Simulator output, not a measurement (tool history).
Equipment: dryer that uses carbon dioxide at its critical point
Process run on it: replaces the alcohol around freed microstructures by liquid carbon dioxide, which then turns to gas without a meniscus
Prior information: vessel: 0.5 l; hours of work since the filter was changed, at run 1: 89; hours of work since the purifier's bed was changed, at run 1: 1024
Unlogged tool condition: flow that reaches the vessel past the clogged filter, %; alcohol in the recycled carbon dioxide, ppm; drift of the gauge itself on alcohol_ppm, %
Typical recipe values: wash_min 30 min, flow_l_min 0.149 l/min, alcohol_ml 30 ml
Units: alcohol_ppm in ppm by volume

| run | hour | wash_min | flow_l_min | alcohol_ml | hours of work since the filter was changed | hours of work since the purifier's bed was changed | alcohol_ppm |
|---|---|---|---|---|---|---|---|
| 1 | 0 | 30 | 0.149 | 30 | 89 | 1024 | 204 |
| 2 | 37.5 | 30 | 0.149 | 30 | 115 | 1050 | 221 |
| 3 | 79.1 | 30 | 0.149 | 30 | 144 | 1078 | 218 |
| 4 | 108.2 | 30 | 0.149 | 30 | 164 | 1098 | 225 |
| 5 | 142.1 | 30 | 0.149 | 30 | 187 | 1122 | 230 |
| 6 | 176.2 | 30 | 0.149 | 30 | 211 | 1145 | 220 |
| 7 | 223.1 | 30 | 0.149 | 30 | 243 | 1177 | 236 |
| 8 | 272 | 30 | 0.149 | 30 | 277 | 1211 | 239 |
| 9 | 305.3 | 37 | 0.149 | 30 | 299 | 1234 | 240 |
| 10 | 332.3 | 37 | 0.149 | 30 | 318 | 1253 | 249 |
| 11 | 367.7 | 37 | 0.149 | 30 | 342 | 1277 | 246 |
| 12 | 395.9 | 37 | 0.149 | 30 | 362 | 1296 | 254 |
| 13 | 426.7 | 37 | 0.149 | 30 | 383 | 1318 | 264 |
| 14 | 476.6 | 37 | 0.143 | 30 | 417 | 1352 | 263 |
| 15 | 514 | 37 | 0.143 | 30 | 443 | 1378 | 259 |
|  | 556.1 | inlet filter changed |
| 16 | 573.2 | 37 | 0.178 | 37 | 12 | 1418 | 274 |
| 17 | 621.4 | 37 | 0.178 | 37 | 45 | 1451 | 281 |
| 18 | 669.4 | 37 | 0.178 | 37 | 78 | 1484 | 282 |

Hidden condition of the tool, last listed run before each entry between runs versus first listed run after:
Logged between run 15 and run 16: inlet filter changed (hour 556.1)
  flow that reaches the vessel past the clogged filter, %: 88.6 -> 99.5; alcohol in the recycled carbon dioxide, ppm: 263.3 -> 270.9
  what was measured, less what the result would be without the hidden state, alcohol_ppm: +256 -> +264 ppm by volume
